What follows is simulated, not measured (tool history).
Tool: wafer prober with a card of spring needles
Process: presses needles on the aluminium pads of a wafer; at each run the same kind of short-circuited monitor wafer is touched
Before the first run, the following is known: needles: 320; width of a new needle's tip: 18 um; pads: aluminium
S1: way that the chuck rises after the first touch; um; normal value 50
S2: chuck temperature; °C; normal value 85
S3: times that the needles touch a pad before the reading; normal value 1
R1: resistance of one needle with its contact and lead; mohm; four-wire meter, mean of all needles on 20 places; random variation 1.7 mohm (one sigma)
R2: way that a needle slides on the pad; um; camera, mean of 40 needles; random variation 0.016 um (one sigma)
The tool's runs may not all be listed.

run,hour,S1,S2,S3,R1,R2
1,0,50,85,1,330,6.4
# hour 7.4: tips cleaned on abrasive film
2,7.4,50,85,1,404,6.38
3,15,50,85,1,389,6.38
# hour 21.7: height of the first contact set anew
# hour 22.7: tips cleaned on abrasive film
4,23.2,50,29,1,196,6.56
5,31.4,50,29,1,361,6.54
# hour 37.5: tips cleaned on abrasive film
6,40.9,50,29,1,299,6.53
7,46.1,50,29,1,359,6.52
# hour 52.2: tips cleaned on abrasive film
8,55,50,29,1,272,6.52
# hour 61.6: tips cleaned on abrasive film, once more
9,64.4,35,87,1,382,4.55
10,69.6,58,39,1,309,7.57
# hour 76.5: tips cleaned on abrasive film
11,79.7,58,39,1,248,7.52
12,87.6,58,39,1,323,7.55
# hour 91.3: tips cleaned on abrasive film
13,94.9,58,39,1,266,7.55
14,103,40,29,1,484,5.18
# hour 106.3: tips cleaned on abrasive film
15,111.7,62,85,1,279,8.05
16,116.9,33,60,2,425,4.26

What if the next run were any one of these 3? Each begins from the tool's condition after run 16:
# hour 121.6: tips cleaned on abrasive film
A,123.2,50,85,1,?,?
# hour 121.6: tips cleaned on abrasive film
B,123.2,57,60,2,?,?
# hour 121.6: tips cleaned on abrasive film
C,123.2,39,60,2,?,?

run,R1,R2
A,252,6.5
B,202,7.38
C,245,5.03
With no hidden state in the tool, these same runs would have given:
run,R1,R2
A,172,6.55
B,163,7.43
C,167,5.09
